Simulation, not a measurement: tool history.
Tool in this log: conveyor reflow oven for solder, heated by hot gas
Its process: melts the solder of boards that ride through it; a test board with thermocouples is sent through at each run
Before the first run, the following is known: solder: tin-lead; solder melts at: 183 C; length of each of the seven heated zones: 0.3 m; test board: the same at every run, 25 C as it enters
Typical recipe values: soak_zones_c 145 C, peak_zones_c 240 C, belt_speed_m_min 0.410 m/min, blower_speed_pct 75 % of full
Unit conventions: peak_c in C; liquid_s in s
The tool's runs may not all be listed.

run   hour  soak_zones_c  peak_zones_c  belt_speed_m_min  blower_speed_pct  peak_c  liquid_s
  1    0.0           145           240             0.410                75   228.9      78.1
  2   10.3           145           240             0.410                75   229.1      78.4
  3   20.2           145           240             0.445                75   226.3      70.8
  4   27.1           145           240             0.410                65   226.9      77.2
  5   34.3           145           240             0.410                65   227.2      77.2
  6   43.5           145           240             0.410                75   228.6      78.1
  7   49.9           145           240             0.410                75   229.1      78.5
  8   58.2           145           240             0.410                66   227.7      77.8
  9   69.8           145           240             0.410                75   228.1      78.6
 10   80.5           145           240             0.410                75   229.4      78.3
 11   86.5           146           240             0.360                87   233.6      92.8
 12   93.1           144           248             0.423                66   233.6      78.6
 13  106.5           142           235             0.385                66   223.6      78.6
 14  115.0           142           232             0.482                66   214.7      54.8
 15  124.3           145           240             0.403                90   231.5      81.4
 16  134.5           145           240             0.403                90   231.5      81.0
 17  145.2           131           242             0.344                81   234.0      91.2
 18  152.8           155           240             0.375                75   232.0      91.6
 19  162.2           155           240             0.375                75   231.6      92.1
 20  172.7           153           240             0.396                82   231.6      85.9

Missing from the log above: 2 entries noted between runs. For each, name the pair of listed runs it sits between and say how the tool's hidden condition differs from the listed run just before to the listed run just after:
Between runs 8 and 9: belt drive overhauled, speed set with a stopwatch (hour 63.0)
  heat that the gas passes to the board, % of a clean oven's: 92.4 -> 92.3; belt's true speed, % of the reading: 99.72 -> 99.62; true gas temperature in zones 6 and 7 over the reading, C: 0.32 -> 0.33
  difference, measured minus the result without the unlogged condition, peak_c: -1.0 -> -1.0 C; liquid_s: -0.5 -> -0.4 s
Between runs 12 and 13: belt drive overhauled, speed set with a stopwatch, once more (hour 106.4)
  heat that the gas passes to the board, % of a clean oven's: 92 -> 91.8; belt's true speed, % of the reading: 99.61 -> 100.03; true gas temperature in zones 6 and 7 over the reading, C: 0.37 -> 0.39
  difference, measured minus the result without the unlogged condition, peak_c: -1.1 -> -1.0 C; liquid_s: -0.2 -> -1.0 s

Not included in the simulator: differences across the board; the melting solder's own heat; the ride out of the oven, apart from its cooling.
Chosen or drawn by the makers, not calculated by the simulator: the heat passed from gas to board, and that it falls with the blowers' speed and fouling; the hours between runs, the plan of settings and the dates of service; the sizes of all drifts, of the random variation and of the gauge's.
